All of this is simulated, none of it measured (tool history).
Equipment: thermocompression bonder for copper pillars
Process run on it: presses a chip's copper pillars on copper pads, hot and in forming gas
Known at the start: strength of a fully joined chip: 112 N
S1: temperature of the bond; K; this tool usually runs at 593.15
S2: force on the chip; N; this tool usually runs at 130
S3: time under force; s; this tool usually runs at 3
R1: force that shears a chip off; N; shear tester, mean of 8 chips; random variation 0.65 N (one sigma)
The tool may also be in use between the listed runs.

run,hour,S1,S2,S3,R1
1,0.0,593.15,130,3,76.5
2,7.8,593.15,130,3,77.2
3,12.6,593.15,130,3,76.6
4,21.6,593.15,130,3,76.1
5,29.1,593.15,130,3,76.3
6,36.7,593.15,130,3,76.2
7,40.7,593.15,130,3,75.7
8,44.8,593.15,190,4,92.9
9,49.8,593.15,190,4,92.4
10,56.3,617.15,190,2,89.3
11,61.4,593.15,129,7,91.3

Run 12, settings as shown, results not yet in. Your forecast:
12,68.7,580.15,165,3,?

Run 12 came out at R1 78.3 N.
If the tool had no hidden condition, the same run with the same run-to-run variation would have returned R1 81.3 N.
